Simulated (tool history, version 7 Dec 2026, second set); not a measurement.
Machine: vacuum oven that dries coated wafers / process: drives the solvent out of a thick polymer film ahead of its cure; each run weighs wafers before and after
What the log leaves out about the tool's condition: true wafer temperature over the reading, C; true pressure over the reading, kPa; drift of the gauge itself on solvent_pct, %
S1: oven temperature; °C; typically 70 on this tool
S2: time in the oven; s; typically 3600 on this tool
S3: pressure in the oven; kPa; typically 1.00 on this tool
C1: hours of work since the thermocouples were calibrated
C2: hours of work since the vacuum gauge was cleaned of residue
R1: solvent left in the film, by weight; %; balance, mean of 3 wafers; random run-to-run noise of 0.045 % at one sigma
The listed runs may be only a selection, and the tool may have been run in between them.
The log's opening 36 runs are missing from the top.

{"run": 37, "hour": 573.0, "S1": 60, "S2": 3420, "S3": 3.25, "C1": 103, "C2": 80, "R1": 9.7}
{"run": 38, "hour": 583.0, "S1": 77, "S2": 3120, "S3": 0.66, "C1": 107, "C2": 84, "R1": 2.38}
{"run": 39, "hour": 599.0, "S1": 66, "S2": 5100, "S3": 0.72, "C1": 114, "C2": 90, "R1": 3.67}
{"run": 40, "hour": 619.4, "S1": 57, "S2": 4980, "S3": 0.66, "C1": 122, "C2": 99, "R1": 8.14}
{"run": 41, "hour": 639.2, "S1": 72, "S2": 4020, "S3": 2.01, "C1": 131, "C2": 107, "R1": 3.07}
{"run": 42, "hour": 654.7, "S1": 72, "S2": 4020, "S3": 2.01, "C1": 137, "C2": 113, "R1": 3.02}
{"run": 43, "hour": 671.2, "S1": 58, "S2": 3420, "S3": 0.61, "C1": 144, "C2": 120, "R1": 10.1}
{"run": 44, "hour": 691.1, "S1": 58, "S2": 3900, "S3": 2.53, "C1": 152, "C2": 128, "R1": 9.8}

Here are 4 independent what-if runs from the current tool condition. What would each one return?
{"run": "A", "hour": 711.3, "S1": 59, "S2": 4140, "S3": 1.0, "C1": 160, "C2": 136, "R1": "?"}
{"run": "B", "hour": 711.3, "S1": 70, "S2": 4500, "S3": 1.03, "C1": 160, "C2": 136, "R1": "?"}
{"run": "C", "hour": 711.3, "S1": 65, "S2": 3900, "S3": 0.64, "C1": 160, "C2": 136, "R1": "?"}
{"run": "D", "hour": 711.3, "S1": 58, "S2": 5040, "S3": 1.57, "C1": 160, "C2": 136, "R1": "?"}

run=A R1=8.59
run=B R1=2.98
run=C R1=5.82
run=D R1=7.79
With the hidden condition removed and each run's random variation left untouched, the same runs would have given:
run=A R1=8.63
run=B R1=3.01
run=C R1=5.86
run=D R1=7.83
